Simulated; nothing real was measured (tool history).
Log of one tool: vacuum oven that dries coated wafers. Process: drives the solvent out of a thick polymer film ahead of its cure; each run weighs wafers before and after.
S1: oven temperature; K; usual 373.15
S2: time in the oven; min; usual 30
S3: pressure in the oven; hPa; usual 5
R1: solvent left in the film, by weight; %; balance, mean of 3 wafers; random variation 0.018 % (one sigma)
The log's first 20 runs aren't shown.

run,hour,S1,S2,S3,R1
21,503.2,383.15,19,5.3,2.3
# hour 510.2: oven's thermocouples calibrated, once more
22,530.4,388.15,38,13.59,0.91
23,549.5,388.15,38,13.59,0.93
24,565.5,388.15,38,13.59,0.94
25,589.5,388.15,38,5.26,0.53
26,621,388.15,38,5.26,0.56
27,648.7,380.15,32,5.49,1.49
28,683,380.15,21,8.63,2.8
29,706.9,380.15,21,8.63,2.83
30,740.9,380.15,21,8.63,2.83

5 ways to go on from here, each from the tool as it stands after run 30. What would each give?
A,771.6,364.15,32,12.13,?
B,771.6,362.15,29,14.02,?
C,771.6,373.15,29,4.36,?
D,771.6,375.15,36,5,?
E,771.6,377.15,38,8.85,?

run,R1
A,4.85
B,5.74
C,2.82
D,1.85
E,1.67
Without the tool's hidden state the same runs would have given:
run,R1
A,4.64
B,5.54
C,2.64
D,1.67
E,1.5
